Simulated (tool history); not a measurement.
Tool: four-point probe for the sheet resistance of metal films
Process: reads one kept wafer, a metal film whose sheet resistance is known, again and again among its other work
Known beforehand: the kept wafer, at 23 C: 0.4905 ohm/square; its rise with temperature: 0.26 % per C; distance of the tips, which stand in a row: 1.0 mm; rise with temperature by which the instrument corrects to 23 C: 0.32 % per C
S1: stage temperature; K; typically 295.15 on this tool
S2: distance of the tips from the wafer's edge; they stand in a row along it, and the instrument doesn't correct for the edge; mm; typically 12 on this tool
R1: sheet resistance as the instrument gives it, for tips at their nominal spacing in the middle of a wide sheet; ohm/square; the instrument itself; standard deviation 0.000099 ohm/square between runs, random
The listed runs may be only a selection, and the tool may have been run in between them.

run    hour      S1  S2        R1
  1       0  295.15  12  0.492607
  2      74  295.15  12  0.492558
  3   107.2  295.15  12  0.492711
  4   178.9  295.15  12  0.492791
  5   253.2  295.15  12  0.492756
  6   332.7  298.15  12  0.491661
  7   402.9  295.15  12  0.492825
  8   448.9  295.15  12  0.492689
  9     525  295.15  12  0.492816
 10   587.6  295.15  12  0.492681
 11   637.6  291.15   7  0.497501
 12   682.1  292.15   3  0.519499
 13   719.9  292.15   3  0.519495
 14   791.1  297.15   4  0.506203
 15   844.4  296.15  20   0.49135
 16   913.6  296.15  20   0.49146
 17   957.8  296.15  20  0.491304
 18  1036.6  296.15  20  0.491131
 19  1117.9  295.15  19   0.49152
 20    1171  295.15  19  0.491683

Here are 5 independent what-if runs from the current tool condition. What would each one return?
  A  1232.6  299.15   5   ?
  B  1232.6  295.15  22   ?
  C  1232.6  303.15  19   ?
  D  1232.6  302.15  19   ?
  E  1232.6  303.15  12   ?

run        R1
  A  0.499951
  B  0.491394
  C  0.488929
  D  0.489481
  E  0.490341
Had the tool no hidden state, the same runs would have come out as:
run        R1
  A  0.499889
  B  0.491332
  C  0.488867
  D  0.489419
  E   0.49028
